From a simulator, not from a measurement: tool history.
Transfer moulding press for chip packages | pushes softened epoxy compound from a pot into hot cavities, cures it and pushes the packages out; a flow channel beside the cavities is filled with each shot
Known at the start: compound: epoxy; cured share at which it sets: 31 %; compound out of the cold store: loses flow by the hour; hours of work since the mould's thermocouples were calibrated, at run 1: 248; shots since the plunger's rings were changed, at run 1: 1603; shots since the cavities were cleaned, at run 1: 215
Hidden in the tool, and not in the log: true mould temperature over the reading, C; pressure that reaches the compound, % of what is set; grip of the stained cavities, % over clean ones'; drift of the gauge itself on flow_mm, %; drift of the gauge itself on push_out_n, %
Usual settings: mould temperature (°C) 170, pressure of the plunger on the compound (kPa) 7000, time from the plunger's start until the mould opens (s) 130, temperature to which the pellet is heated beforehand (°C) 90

run	hour	mould temperature (°C)	pressure of the plunger on the compound (kPa)	time from the plunger's start until the mould opens (s)	temperature to which the pellet is heated beforehand (°C)	hours of work since the mould's thermocouples were calibrated	shots since the plunger's rings were changed	shots since the cavities were cleaned	incoming compound's hours out of the cold store	length that the compound runs in the flow channel (mm)	greatest force on the pins that push the packages out (N)
1	0.0	170	7000	130	90	248	1603	215	16.2	524	592
2	33.0	170	7000	130	90	266	1842	454	23.6	509	682
# hour 70.7: cavities cleaned with cleaning compound and waxed
3	73.9	170	7000	130	90	287	2128	23	22.8	505	509
4	98.4	170	7000	130	90	300	2306	201	14.5	537	578
5	134.8	170	7000	130	90	319	2570	465	20.9	505	649
6	163.8	170	7000	130	90	335	2780	675	9.8	549	682
# hour 170.2: cavities cleaned with cleaning compound and waxed
7	198.3	170	7000	130	90	352	3020	203	16.6	513	577
8	228.4	170	7000	130	90	368	3239	422	14.4	521	630
# hour 266.3: plunger's sealing rings changed
9	268.2	170	7000	130	90	388	14	692	32.2	490	679
# hour 272.4: cavities cleaned with cleaning compound and waxed
10	303.6	170	7000	130	91	406	260	227	35.4	482	561
11	333.1	170	7000	130	91	422	474	441	28.1	500	624
12	364.5	170	8240	130	90	439	702	669	42.0	490	676
# hour 370.3: cavities cleaned with cleaning compound and waxed
13	406.0	170	7000	130	94	460	992	259	23.1	516	585
14	435.5	170	7000	130	94	476	1206	473	21.9	511	633
# hour 467.9: cavities cleaned with cleaning compound and waxed
15	468.8	170	5510	130	88	493	1437	7	17.3	462	518
16	498.0	170	7000	112	91	508	1648	218	30.7	479	657
17	527.1	176	6740	146	90	524	1860	430	47.2	413	565
# hour 565.2: cavities cleaned with cleaning compound and waxed
18	567.7	170	8380	158	96	544	2144	19	9.4	600	469
19	593.5	164	5300	130	93	558	2330	205	22.2	456	738

Run 20 comes next. What will it give?
20	615.6	164	5300	130	93	570	2491	366	13.6	?	?

Run 20 gave length that the compound runs in the flow channel (mm) 481, greatest force on the pins that push the packages out (N) 823.
Without the tool's hidden state the same run would have given length that the compound runs in the flow channel (mm) 504, greatest force on the pins that push the packages out (N) 708.
